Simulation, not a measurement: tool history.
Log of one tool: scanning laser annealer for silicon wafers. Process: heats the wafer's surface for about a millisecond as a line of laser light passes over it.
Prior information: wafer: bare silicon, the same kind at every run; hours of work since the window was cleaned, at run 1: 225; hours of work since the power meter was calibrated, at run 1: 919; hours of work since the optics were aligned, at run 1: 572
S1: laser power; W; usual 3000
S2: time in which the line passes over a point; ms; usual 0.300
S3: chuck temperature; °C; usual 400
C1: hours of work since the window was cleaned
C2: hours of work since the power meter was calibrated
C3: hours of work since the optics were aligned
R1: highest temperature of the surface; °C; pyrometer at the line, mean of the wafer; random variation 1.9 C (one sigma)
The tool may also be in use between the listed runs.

| run | day | S1 | S2 | S3 | C1 | C2 | C3 | R1 |
|---|---|---|---|---|---|---|---|---|
| 1 | 0.000 | 3000 | 0.300 | 400 | 225 | 919 | 572 | 1081 |
| 2 | 1.079 | 3000 | 0.300 | 400 | 240 | 934 | 587 | 1076 |
| 3 | 2.067 | 3000 | 0.300 | 400 | 253 | 947 | 600 | 1078 |
| 4 | 3.538 | 3000 | 0.300 | 400 | 273 | 968 | 620 | 1075 |
| 5 | 5.483 | 3000 | 0.300 | 400 | 300 | 994 | 647 | 1076 |
| 6 | 6.421 | 3000 | 0.300 | 400 | 313 | 1007 | 660 | 1074 |
| 7 | 7.921 | 3000 | 0.300 | 400 | 334 | 1028 | 681 | 1072 |
|  | 9.596 | optics aligned, line set to its width |
| 8 | 9.854 | 3000 | 0.300 | 400 | 357 | 1051 | 4 | 1075 |
| 9 | 10.875 | 3000 | 0.377 | 400 | 371 | 1065 | 18 | 1158 |
| 10 | 12.538 | 3000 | 0.377 | 400 | 394 | 1088 | 40 | 1158 |
|  | 14.050 | window over the wafer cleaned |
| 11 | 14.154 | 3000 | 0.377 | 400 | 1 | 1109 | 61 | 1186 |
| 12 | 15.833 | 3000 | 0.300 | 400 | 25 | 1132 | 84 | 1096 |
| 13 | 17.046 | 3000 | 0.300 | 400 | 41 | 1149 | 101 | 1096 |
| 14 | 18.575 | 3000 | 0.300 | 400 | 62 | 1170 | 122 | 1095 |
| 15 | 19.442 | 3000 | 0.308 | 400 | 74 | 1182 | 134 | 1102 |
| 16 | 20.875 | 3000 | 0.300 | 380 | 94 | 1201 | 154 | 1069 |
| 17 | 22.858 | 3000 | 0.300 | 380 | 121 | 1229 | 181 | 1071 |
| 18 | 23.938 | 3000 | 0.340 | 380 | 136 | 1243 | 196 | 1114 |
| 19 | 25.579 | 3000 | 0.340 | 380 | 158 | 1266 | 218 | 1112 |
| 20 | 26.883 | 3000 | 0.300 | 400 | 176 | 1284 | 236 | 1086 |
| 21 | 27.729 | 3000 | 0.300 | 400 | 188 | 1295 | 248 | 1081 |
| 22 | 28.896 | 3000 | 0.300 | 400 | 204 | 1311 | 264 | 1081 |
| 23 | 30.517 | 2579 | 0.300 | 370 | 226 | 1334 | 286 | 956 |
| 24 | 31.875 | 3000 | 0.357 | 400 | 245 | 1352 | 305 | 1140 |
| 25 | 33.308 | 3000 | 0.300 | 393 | 264 | 1372 | 324 | 1071 |
| 26 | 34.742 | 2702 | 0.290 | 384 | 284 | 1392 | 344 | 984 |
| 27 | 35.783 | 2702 | 0.290 | 384 | 298 | 1406 | 358 | 984 |
| 28 | 37.075 | 2702 | 0.318 | 375 | 316 | 1424 | 376 | 1003 |
| 29 | 37.925 | 2812 | 0.364 | 429 | 328 | 1435 | 388 | 1127 |
| 30 | 38.754 | 2812 | 0.364 | 429 | 339 | 1447 | 399 | 1125 |
| 31 | 40.617 | 2812 | 0.304 | 393 | 365 | 1472 | 425 | 1025 |
| 32 | 42.008 | 3015 | 0.362 | 424 | 384 | 1491 | 444 | 1162 |
| 33 | 43.483 | 2755 | 0.262 | 425 | 404 | 1512 | 464 | 998 |
|  | 44.412 | window over the wafer cleaned |
| 34 | 45.400 | 3159 | 0.210 | 430 | 14 | 1537 | 489 | 1037 |
| 35 | 47.279 | 3000 | 0.245 | 391 | 39 | 1563 | 515 | 1012 |
| 36 | 49.183 | 2851 | 0.300 | 400 | 65 | 1589 | 541 | 1053 |
| 37 | 50.833 | 2851 | 0.300 | 400 | 88 | 1611 | 564 | 1055 |
| 38 | 52.488 | 2728 | 0.249 | 400 | 111 | 1634 | 586 | 969 |
| 39 | 53.508 | 3000 | 0.333 | 400 | 125 | 1648 | 600 | 1118 |
| 40 | 55.504 | 3259 | 0.277 | 375 | 152 | 1675 | 628 | 1084 |
| 41 | 57.329 | 3111 | 0.277 | 375 | 177 | 1700 | 653 | 1053 |

Predict each of these 4 candidate next runs independently; none follows another, all start after run 41:
| A | 58.750 | 3114 | 0.226 | 383 | 197 | 1720 | 672 | ? |
| B | 58.750 | 2856 | 0.277 | 428 | 197 | 1720 | 672 | ? |
| C | 58.750 | 3111 | 0.357 | 366 | 197 | 1720 | 672 | ? |
| D | 58.750 | 2807 | 0.292 | 400 | 197 | 1720 | 672 | ? |

| run | R1 |
|---|---|
| A | 995 |
| B | 1048 |
| C | 1133 |
| D | 1023 |
Stripped of hidden state, with their random variation kept, the same runs would have yielded:
| run | R1 |
|---|---|
| A | 1022 |
| B | 1076 |
| C | 1167 |
| D | 1051 |
